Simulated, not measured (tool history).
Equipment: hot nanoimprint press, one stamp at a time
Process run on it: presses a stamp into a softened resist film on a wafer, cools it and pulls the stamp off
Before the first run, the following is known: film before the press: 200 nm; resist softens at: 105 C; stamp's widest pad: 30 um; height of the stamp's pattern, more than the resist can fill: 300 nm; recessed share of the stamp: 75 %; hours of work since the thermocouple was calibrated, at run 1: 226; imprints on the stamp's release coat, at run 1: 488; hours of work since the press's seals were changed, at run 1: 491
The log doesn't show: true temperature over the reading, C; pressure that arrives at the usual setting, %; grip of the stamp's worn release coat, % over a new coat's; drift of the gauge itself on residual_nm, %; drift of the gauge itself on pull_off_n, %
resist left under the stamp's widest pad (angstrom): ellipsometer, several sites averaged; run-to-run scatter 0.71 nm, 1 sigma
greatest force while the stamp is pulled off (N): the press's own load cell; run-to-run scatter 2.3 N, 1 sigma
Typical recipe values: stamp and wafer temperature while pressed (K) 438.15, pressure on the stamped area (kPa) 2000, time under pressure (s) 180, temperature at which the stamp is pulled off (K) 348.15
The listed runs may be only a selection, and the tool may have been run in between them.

| run | hour | stamp and wafer temperature while pressed (K) | pressure on the stamped area (kPa) | time under pressure (s) | temperature at which the stamp is pulled off (K) | hours of work since the thermocouple was calibrated | imprints on the stamp's release coat | hours of work since the press's seals were changed | resist left under the stamp's widest pad (angstrom) | greatest force while the stamp is pulled off (N) |
|---|---|---|---|---|---|---|---|---|---|---|
| 1 | 0 | 438.15 | 2000 | 180 | 348.15 | 226 | 488 | 491 | 882 | 126 |
| 2 | 13.4 | 438.15 | 2000 | 180 | 348.15 | 234 | 551 | 500 | 886 | 124 |
| 3 | 25.7 | 440.15 | 2000 | 180 | 348.15 | 241 | 610 | 507 | 822 | 125 |
|  | 37.3 | stamp cleaned and given a new release coat |
| 4 | 46.6 | 440.15 | 2000 | 180 | 348.15 | 251 | 44 | 516 | 815 | 103 |
|  | 66.5 | plate thermocouple calibrated |
| 5 | 66.5 | 440.15 | 2000 | 180 | 348.15 | 0 | 125 | 527 | 793 | 110 |
| 6 | 82.5 | 438.15 | 2000 | 180 | 343.15 | 10 | 201 | 537 | 863 | 117 |
| 7 | 104 | 438.15 | 2000 | 180 | 343.15 | 23 | 304 | 550 | 885 | 122 |
| 8 | 119.5 | 438.15 | 1800 | 180 | 348.15 | 33 | 378 | 559 | 928 | 120 |
| 9 | 134.5 | 438.15 | 1800 | 180 | 348.15 | 42 | 450 | 569 | 930 | 122 |
| 10 | 155.9 | 438.15 | 2000 | 180 | 348.15 | 55 | 552 | 582 | 883 | 124 |
| 11 | 171.1 | 438.15 | 2000 | 180 | 348.15 | 64 | 625 | 591 | 876 | 134 |
|  | 178.7 | stamp cleaned and given a new release coat |
| 12 | 186.6 | 438.15 | 2000 | 180 | 348.15 | 70 | 37 | 597 | 876 | 100 |
| 13 | 196.2 | 438.15 | 2000 | 180 | 348.15 | 76 | 83 | 603 | 869 | 102 |
| 14 | 213.3 | 438.15 | 2000 | 180 | 348.15 | 87 | 165 | 613 | 881 | 110 |
| 15 | 223.5 | 431.15 | 2000 | 153 | 348.15 | 93 | 214 | 620 | 1281 | 113 |
| 16 | 236.1 | 431.15 | 1850 | 120 | 344.15 | 101 | 274 | 627 | 1402 | 122 |
| 17 | 250 | 431.15 | 1850 | 120 | 344.15 | 109 | 340 | 636 | 1384 | 120 |
| 18 | 268.5 | 431.15 | 1850 | 120 | 344.15 | 121 | 429 | 647 | 1383 | 125 |

Run 19 is up next; what results do you expect?
| 19 | 281.3 | 438.15 | 1840 | 148 | 348.15 | 128 | 490 | 655 | ? | ? |

For run 19 the tool returned resist left under the stamp's widest pad (angstrom) 986, greatest force while the stamp is pulled off (N) 123.
Without the tool's hidden state the same run would have given resist left under the stamp's widest pad (angstrom) 950, greatest force while the stamp is pulled off (N) 104.
